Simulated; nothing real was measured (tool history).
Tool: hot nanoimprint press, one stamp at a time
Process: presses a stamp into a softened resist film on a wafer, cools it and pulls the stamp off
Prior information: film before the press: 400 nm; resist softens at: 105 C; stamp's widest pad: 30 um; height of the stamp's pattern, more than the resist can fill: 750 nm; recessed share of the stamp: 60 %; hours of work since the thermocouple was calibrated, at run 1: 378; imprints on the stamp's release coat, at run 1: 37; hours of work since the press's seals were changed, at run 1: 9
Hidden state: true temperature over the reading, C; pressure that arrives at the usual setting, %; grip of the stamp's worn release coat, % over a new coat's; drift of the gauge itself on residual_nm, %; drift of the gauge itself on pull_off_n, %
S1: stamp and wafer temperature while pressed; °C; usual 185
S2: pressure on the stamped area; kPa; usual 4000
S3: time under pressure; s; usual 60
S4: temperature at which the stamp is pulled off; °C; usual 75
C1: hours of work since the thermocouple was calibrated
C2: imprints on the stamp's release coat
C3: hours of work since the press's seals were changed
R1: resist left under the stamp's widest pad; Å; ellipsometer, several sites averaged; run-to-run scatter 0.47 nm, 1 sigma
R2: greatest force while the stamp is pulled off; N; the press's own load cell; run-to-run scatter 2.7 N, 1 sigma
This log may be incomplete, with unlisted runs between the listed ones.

| run | hour | S1 | S2 | S3 | S4 | C1 | C2 | C3 | R1 | R2 |
|---|---|---|---|---|---|---|---|---|---|---|
| 1 | 0 | 185 | 4000 | 60 | 75 | 378 | 37 | 9 | 1835 | 180 |
| 2 | 21.8 | 185 | 4000 | 60 | 75 | 394 | 105 | 25 | 1836 | 179 |
| 3 | 51.2 | 185 | 4000 | 60 | 75 | 416 | 197 | 47 | 1843 | 178 |
| 4 | 73.6 | 185 | 4000 | 60 | 71 | 433 | 267 | 63 | 1837 | 195 |
| 5 | 96.8 | 185 | 4000 | 111 | 75 | 450 | 340 | 80 | 1431 | 182 |
|  | 104.4 | plate thermocouple calibrated |
| 6 | 122 | 185 | 4000 | 111 | 75 | 13 | 410 | 97 | 1441 | 186 |
| 7 | 139.4 | 185 | 4000 | 111 | 75 | 26 | 464 | 110 | 1437 | 180 |
| 8 | 162 | 185 | 4000 | 111 | 75 | 43 | 535 | 126 | 1433 | 186 |
| 9 | 186.5 | 185 | 4000 | 111 | 75 | 61 | 612 | 145 | 1435 | 187 |
| 10 | 219.3 | 185 | 4000 | 32 | 75 | 85 | 715 | 169 | 2319 | 185 |
| 11 | 256.2 | 185 | 4000 | 32 | 75 | 112 | 830 | 196 | 2315 | 185 |
| 12 | 284.5 | 185 | 4000 | 60 | 75 | 133 | 919 | 217 | 1841 | 184 |
| 13 | 319.3 | 185 | 4000 | 60 | 75 | 159 | 1028 | 243 | 1852 | 185 |
| 14 | 352.2 | 186 | 4000 | 60 | 75 | 184 | 1132 | 267 | 1774 | 180 |
| 15 | 379.4 | 186 | 4000 | 60 | 75 | 204 | 1217 | 287 | 1775 | 187 |
| 16 | 400.9 | 185 | 4000 | 60 | 75 | 220 | 1284 | 303 | 1859 | 178 |
| 17 | 424.5 | 185 | 4000 | 60 | 75 | 237 | 1358 | 321 | 1865 | 182 |
| 18 | 453.8 | 185 | 4000 | 60 | 75 | 259 | 1450 | 343 | 1863 | 181 |
| 19 | 475.4 | 185 | 4000 | 60 | 75 | 275 | 1518 | 359 | 1870 | 181 |
| 20 | 492.2 | 185 | 4000 | 60 | 71 | 287 | 1570 | 371 | 1864 | 194 |
| 21 | 522.4 | 185 | 4000 | 60 | 64 | 310 | 1665 | 393 | 1865 | 218 |
| 22 | 538.7 | 184 | 3110 | 74 | 63 | 322 | 1716 | 405 | 2000 | 212 |
|  | 569 | stamp cleaned and given a new release coat |
| 23 | 582.3 | 182 | 4490 | 30 | 70 | 350 | 42 | 433 | 2579 | 194 |
| 24 | 617.7 | 185 | 4000 | 60 | 81 | 376 | 153 | 460 | 1879 | 164 |
| 25 | 656.3 | 181 | 4960 | 109 | 66 | 404 | 274 | 488 | 1640 | 204 |
|  | 671.6 | gauge calibrated |
| 26 | 688.4 | 181 | 4920 | 84 | 71 | 428 | 375 | 512 | 1778 | 193 |
| 27 | 707.3 | 181 | 4920 | 84 | 71 | 442 | 434 | 526 | 1775 | 194 |
|  | 726.4 | plate thermocouple calibrated |
| 28 | 746.5 | 181 | 4920 | 79 | 73 | 15 | 548 | 553 | 1818 | 185 |
| 29 | 773.4 | 182 | 4920 | 120 | 73 | 35 | 632 | 573 | 1472 | 183 |
| 30 | 795.5 | 195 | 4920 | 120 | 73 | 51 | 701 | 589 | 772 | 186 |
| 31 | 827.6 | 195 | 4920 | 120 | 73 | 75 | 802 | 613 | 767 | 185 |

What if the next run were any one of these 3? Each begins from the tool's condition after run 31:
|  | 862 | press's hydraulic seals changed and the load cell set to zero |
| A | 871.3 | 195 | 4920 | 120 | 78 | 101 | 914 | 7 | ? | ? |
|  | 862 | press's hydraulic seals changed and the load cell set to zero |
| B | 871.3 | 186 | 4200 | 60 | 69 | 101 | 914 | 7 | ? | ? |
|  | 862 | press's hydraulic seals changed and the load cell set to zero |
| C | 871.3 | 188 | 4000 | 51 | 75 | 101 | 914 | 7 | ? | ? |

| run | R1 | R2 |
|---|---|---|
| A | 770 | 172 |
| B | 1739 | 194 |
| C | 1716 | 186 |
Without the tool's hidden state the same runs would have given:
| run | R1 | R2 |
|---|---|---|
| A | 764 | 171 |
| B | 1727 | 194 |
| C | 1703 | 186 |
